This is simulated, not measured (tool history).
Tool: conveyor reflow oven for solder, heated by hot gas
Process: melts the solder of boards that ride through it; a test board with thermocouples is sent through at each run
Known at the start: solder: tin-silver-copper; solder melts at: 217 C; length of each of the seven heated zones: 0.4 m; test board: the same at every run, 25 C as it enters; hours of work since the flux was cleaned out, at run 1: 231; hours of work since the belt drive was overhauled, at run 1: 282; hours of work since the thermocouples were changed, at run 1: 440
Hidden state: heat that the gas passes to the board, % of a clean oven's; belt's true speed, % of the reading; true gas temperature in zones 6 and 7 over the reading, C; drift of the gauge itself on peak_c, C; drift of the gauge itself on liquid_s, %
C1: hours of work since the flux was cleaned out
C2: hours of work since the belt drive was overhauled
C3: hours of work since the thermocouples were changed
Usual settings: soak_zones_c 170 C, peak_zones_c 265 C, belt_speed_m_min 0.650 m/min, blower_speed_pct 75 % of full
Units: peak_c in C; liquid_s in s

{"run": 1, "hour": 0.0, "soak_zones_c": 170, "peak_zones_c": 265, "belt_speed_m_min": 0.65, "blower_speed_pct": 75, "C1": 231, "C2": 282, "C3": 440, "peak_c": 252.51, "liquid_s": 54.94}
{"hour": 27.8, "done": "flux residue cleaned out of gas plates and filters"}
{"run": 2, "hour": 47.2, "soak_zones_c": 170, "peak_zones_c": 265, "belt_speed_m_min": 0.65, "blower_speed_pct": 75, "C1": 10, "C2": 303, "C3": 461, "peak_c": 252.04, "liquid_s": 54.7}
{"run": 3, "hour": 107.5, "soak_zones_c": 170, "peak_zones_c": 265, "belt_speed_m_min": 0.65, "blower_speed_pct": 89, "C1": 39, "C2": 332, "C3": 490, "peak_c": 254.46, "liquid_s": 56.77}
{"run": 4, "hour": 138.3, "soak_zones_c": 170, "peak_zones_c": 265, "belt_speed_m_min": 0.65, "blower_speed_pct": 89, "C1": 55, "C2": 347, "C3": 506, "peak_c": 254.25, "liquid_s": 56.65}
{"run": 5, "hour": 182.7, "soak_zones_c": 170, "peak_zones_c": 267, "belt_speed_m_min": 0.65, "blower_speed_pct": 75, "C1": 76, "C2": 369, "C3": 528, "peak_c": 253.88, "liquid_s": 55.71}
{"run": 6, "hour": 223.7, "soak_zones_c": 170, "peak_zones_c": 267, "belt_speed_m_min": 0.65, "blower_speed_pct": 75, "C1": 97, "C2": 390, "C3": 548, "peak_c": 253.74, "liquid_s": 55.75}
{"run": 7, "hour": 255.0, "soak_zones_c": 156, "peak_zones_c": 265, "belt_speed_m_min": 0.65, "blower_speed_pct": 75, "C1": 112, "C2": 405, "C3": 563, "peak_c": 249.96, "liquid_s": 48.68}
{"run": 8, "hour": 305.0, "soak_zones_c": 156, "peak_zones_c": 265, "belt_speed_m_min": 0.65, "blower_speed_pct": 75, "C1": 137, "C2": 430, "C3": 588, "peak_c": 249.84, "liquid_s": 48.66}
{"run": 9, "hour": 337.0, "soak_zones_c": 156, "peak_zones_c": 265, "belt_speed_m_min": 0.555, "blower_speed_pct": 75, "C1": 153, "C2": 445, "C3": 604, "peak_c": 254.72, "liquid_s": 62.65}
{"hour": 364.2, "done": "flux residue cleaned out of gas plates and filters, once more"}
{"run": 10, "hour": 376.9, "soak_zones_c": 174, "peak_zones_c": 265, "belt_speed_m_min": 0.65, "blower_speed_pct": 75, "C1": 6, "C2": 463, "C3": 621, "peak_c": 254.2, "liquid_s": 57.68}
{"run": 11, "hour": 431.6, "soak_zones_c": 170, "peak_zones_c": 265, "belt_speed_m_min": 0.65, "blower_speed_pct": 75, "C1": 33, "C2": 490, "C3": 648, "peak_c": 253.66, "liquid_s": 56.0}
{"run": 12, "hour": 459.5, "soak_zones_c": 170, "peak_zones_c": 265, "belt_speed_m_min": 0.65, "blower_speed_pct": 75, "C1": 47, "C2": 503, "C3": 662, "peak_c": 253.72, "liquid_s": 55.86}
{"run": 13, "hour": 501.3, "soak_zones_c": 170, "peak_zones_c": 265, "belt_speed_m_min": 0.65, "blower_speed_pct": 75, "C1": 68, "C2": 524, "C3": 682, "peak_c": 253.54, "liquid_s": 55.92}
{"run": 14, "hour": 538.2, "soak_zones_c": 170, "peak_zones_c": 265, "belt_speed_m_min": 0.65, "blower_speed_pct": 75, "C1": 86, "C2": 542, "C3": 700, "peak_c": 253.44, "liquid_s": 55.95}
{"run": 15, "hour": 576.9, "soak_zones_c": 167, "peak_zones_c": 265, "belt_speed_m_min": 0.65, "blower_speed_pct": 75, "C1": 105, "C2": 561, "C3": 720, "peak_c": 253.06, "liquid_s": 54.71}
{"run": 16, "hour": 639.4, "soak_zones_c": 170, "peak_zones_c": 265, "belt_speed_m_min": 0.75, "blower_speed_pct": 55, "C1": 136, "C2": 592, "C3": 750, "peak_c": 243.29, "liquid_s": 38.96}
{"hour": 688.4, "done": "thermocouples of zones 6 and 7 changed"}
{"run": 17, "hour": 688.4, "soak_zones_c": 170, "peak_zones_c": 265, "belt_speed_m_min": 0.75, "blower_speed_pct": 55, "C1": 159, "C2": 615, "C3": 0, "peak_c": 242.01, "liquid_s": 37.72}
{"run": 18, "hour": 728.3, "soak_zones_c": 172, "peak_zones_c": 266, "belt_speed_m_min": 0.585, "blower_speed_pct": 55, "C1": 179, "C2": 635, "C3": 20, "peak_c": 251.73, "liquid_s": 61.38}

The next listed run, before its measurement:
{"run": 19, "hour": 760.5, "soak_zones_c": 172, "peak_zones_c": 266, "belt_speed_m_min": 0.585, "blower_speed_pct": 55, "C1": 195, "C2": 651, "C3": 36, "peak_c": "?", "liquid_s": "?"}

{"run 19": {"peak_c": 251.69, "liquid_s": 61.13}}
Without the tool's hidden state the same run would have given peak_c 252.05 C, liquid_s 61.27 s.

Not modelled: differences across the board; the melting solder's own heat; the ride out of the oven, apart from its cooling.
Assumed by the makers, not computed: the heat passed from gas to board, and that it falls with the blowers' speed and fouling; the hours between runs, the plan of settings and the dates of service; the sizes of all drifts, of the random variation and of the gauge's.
